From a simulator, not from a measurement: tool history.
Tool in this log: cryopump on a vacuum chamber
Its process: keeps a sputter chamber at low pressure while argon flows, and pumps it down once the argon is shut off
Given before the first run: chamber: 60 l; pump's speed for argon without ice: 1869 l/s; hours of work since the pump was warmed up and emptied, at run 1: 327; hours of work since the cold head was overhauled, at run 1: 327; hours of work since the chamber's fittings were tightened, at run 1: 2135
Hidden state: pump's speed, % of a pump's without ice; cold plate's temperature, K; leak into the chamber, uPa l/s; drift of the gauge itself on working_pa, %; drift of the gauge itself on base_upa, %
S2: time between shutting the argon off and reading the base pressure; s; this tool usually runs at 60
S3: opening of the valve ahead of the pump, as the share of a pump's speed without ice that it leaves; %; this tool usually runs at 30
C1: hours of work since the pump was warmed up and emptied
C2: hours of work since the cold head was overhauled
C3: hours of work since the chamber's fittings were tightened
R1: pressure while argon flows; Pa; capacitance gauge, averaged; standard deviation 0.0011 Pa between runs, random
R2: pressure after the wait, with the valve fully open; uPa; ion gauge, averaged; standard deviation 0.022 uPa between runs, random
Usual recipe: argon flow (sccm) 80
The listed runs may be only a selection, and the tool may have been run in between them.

{"run": 1, "hour": 0.0, "argon flow (sccm)": 80, "S2": 60, "S3": 30, "C1": 327, "C2": 327, "C3": 2135, "R1": 0.2499, "R2": 1.76}
{"run": 2, "hour": 17.3, "argon flow (sccm)": 67, "S2": 60, "S3": 30, "C1": 337, "C2": 337, "C3": 2145, "R1": 0.2089, "R2": 1.78}
{"run": 3, "hour": 25.4, "argon flow (sccm)": 42, "S2": 60, "S3": 30, "C1": 341, "C2": 341, "C3": 2150, "R1": 0.1311, "R2": 1.79}
{"run": 4, "hour": 40.8, "argon flow (sccm)": 80, "S2": 60, "S3": 16, "C1": 350, "C2": 350, "C3": 2158, "R1": 0.4612, "R2": 1.84}
{"run": 5, "hour": 57.5, "argon flow (sccm)": 80, "S2": 60, "S3": 30, "C1": 360, "C2": 360, "C3": 2168, "R1": 0.2509, "R2": 1.83}
{"run": 6, "hour": 70.3, "argon flow (sccm)": 80, "S2": 60, "S3": 30, "C1": 367, "C2": 367, "C3": 2175, "R1": 0.2515, "R2": 1.9}
{"run": 7, "hour": 80.0, "argon flow (sccm)": 80, "S2": 60, "S3": 30, "C1": 373, "C2": 373, "C3": 2181, "R1": 0.2493, "R2": 1.8}
{"run": 8, "hour": 98.8, "argon flow (sccm)": 80, "S2": 60, "S3": 30, "C1": 383, "C2": 383, "C3": 2192, "R1": 0.2503, "R2": 1.93}
{"run": 9, "hour": 111.7, "argon flow (sccm)": 80, "S2": 60, "S3": 30, "C1": 391, "C2": 391, "C3": 2199, "R1": 0.2501, "R2": 1.87}
{"run": 10, "hour": 120.9, "argon flow (sccm)": 105, "S2": 60, "S3": 30, "C1": 396, "C2": 396, "C3": 2204, "R1": 0.3291, "R2": 1.84}
{"run": 11, "hour": 137.0, "argon flow (sccm)": 105, "S2": 60, "S3": 30, "C1": 405, "C2": 405, "C3": 2214, "R1": 0.3287, "R2": 1.88}
{"run": 12, "hour": 156.4, "argon flow (sccm)": 80, "S2": 60, "S3": 30, "C1": 417, "C2": 417, "C3": 2225, "R1": 0.2524, "R2": 1.87}
{"run": 13, "hour": 167.7, "argon flow (sccm)": 80, "S2": 60, "S3": 19, "C1": 423, "C2": 423, "C3": 2231, "R1": 0.3916, "R2": 1.91}
{"run": 14, "hour": 181.6, "argon flow (sccm)": 80, "S2": 60, "S3": 30, "C1": 431, "C2": 431, "C3": 2239, "R1": 0.2515, "R2": 1.9}
{"run": 15, "hour": 194.5, "argon flow (sccm)": 80, "S2": 60, "S3": 28, "C1": 439, "C2": 439, "C3": 2247, "R1": 0.2693, "R2": 1.89}
{"run": 16, "hour": 204.6, "argon flow (sccm)": 80, "S2": 101, "S3": 30, "C1": 444, "C2": 444, "C3": 2253, "R1": 0.2533, "R2": 1.73}
{"run": 17, "hour": 222.4, "argon flow (sccm)": 80, "S2": 101, "S3": 30, "C1": 455, "C2": 455, "C3": 2263, "R1": 0.2536, "R2": 1.78}
{"run": 18, "hour": 235.0, "argon flow (sccm)": 43, "S2": 26, "S3": 32, "C1": 462, "C2": 462, "C3": 2270, "R1": 0.1283, "R2": 2.53}
{"run": 19, "hour": 248.2, "argon flow (sccm)": 43, "S2": 26, "S3": 32, "C1": 470, "C2": 470, "C3": 2278, "R1": 0.1288, "R2": 2.49}
{"run": 20, "hour": 266.7, "argon flow (sccm)": 43, "S2": 28, "S3": 44, "C1": 480, "C2": 480, "C3": 2288, "R1": 0.096, "R2": 2.37}
{"run": 21, "hour": 285.6, "argon flow (sccm)": 92, "S2": 60, "S3": 16, "C1": 491, "C2": 491, "C3": 2299, "R1": 0.5363, "R2": 1.88}
{"run": 22, "hour": 301.3, "argon flow (sccm)": 49, "S2": 195, "S3": 18, "C1": 500, "C2": 500, "C3": 2308, "R1": 0.257, "R2": 1.67}
{"run": 23, "hour": 312.4, "argon flow (sccm)": 40, "S2": 61, "S3": 30, "C1": 507, "C2": 507, "C3": 2315, "R1": 0.1274, "R2": 1.94}
{"run": 24, "hour": 330.2, "argon flow (sccm)": 37, "S2": 203, "S3": 20, "C1": 517, "C2": 517, "C3": 2325, "R1": 0.1742, "R2": 1.74}
{"run": 25, "hour": 350.3, "argon flow (sccm)": 76, "S2": 53, "S3": 20, "C1": 528, "C2": 528, "C3": 2337, "R1": 0.3577, "R2": 1.97}
{"run": 26, "hour": 370.6, "argon flow (sccm)": 83, "S2": 97, "S3": 37, "C1": 540, "C2": 540, "C3": 2348, "R1": 0.2189, "R2": 1.85}
{"run": 27, "hour": 384.7, "argon flow (sccm)": 83, "S2": 97, "S3": 37, "C1": 548, "C2": 548, "C3": 2356, "R1": 0.2175, "R2": 1.86}
{"run": 28, "hour": 397.7, "argon flow (sccm)": 80, "S2": 46, "S3": 30, "C1": 556, "C2": 556, "C3": 2364, "R1": 0.2544, "R2": 2.17}
{"run": 29, "hour": 414.4, "argon flow (sccm)": 47, "S2": 60, "S3": 39, "C1": 565, "C2": 565, "C3": 2373, "R1": 0.1173, "R2": 2.04}
{"run": 30, "hour": 426.9, "argon flow (sccm)": 80, "S2": 66, "S3": 30, "C1": 572, "C2": 572, "C3": 2381, "R1": 0.2576, "R2": 2.03}
{"run": 31, "hour": 441.5, "argon flow (sccm)": 116, "S2": 60, "S3": 17, "C1": 581, "C2": 581, "C3": 2389, "R1": 0.6391, "R2": 2.05}
{"run": 32, "hour": 461.0, "argon flow (sccm)": 116, "S2": 60, "S3": 17, "C1": 592, "C2": 592, "C3": 2400, "R1": 0.6389, "R2": 2.08}
{"run": 33, "hour": 473.2, "argon flow (sccm)": 35, "S2": 99, "S3": 17, "C1": 599, "C2": 599, "C3": 2407, "R1": 0.1954, "R2": 1.91}
{"run": 34, "hour": 488.6, "argon flow (sccm)": 35, "S2": 220, "S3": 48, "C1": 608, "C2": 608, "C3": 2416, "R1": 0.0742, "R2": 1.83}

Below, some changes in R1 between adjacent runs. For each, the amount present without the hidden state too (settings, incoming material, random variation) and the amount remaining for the hidden state with gauge scatter not shared by both compared results:
Run 20 -> 21: argon flow (sccm) 43 -> 92, S2 28 -> 60, S3 44 -> 16. R1 +0.4403 Pa: hidden state +0.0080, all else +0.4323.
Run 30 -> 31: argon flow (sccm) 80 -> 116, S2 66 -> 60, S3 30 -> 17. R1 +0.3815 Pa: hidden state +0.0073, all else +0.3742.
Run 32 -> 33: argon flow (sccm) 116 -> 35, S2 60 -> 99. R1 -0.4435 Pa: hidden state -0.0161, all else -0.4274.

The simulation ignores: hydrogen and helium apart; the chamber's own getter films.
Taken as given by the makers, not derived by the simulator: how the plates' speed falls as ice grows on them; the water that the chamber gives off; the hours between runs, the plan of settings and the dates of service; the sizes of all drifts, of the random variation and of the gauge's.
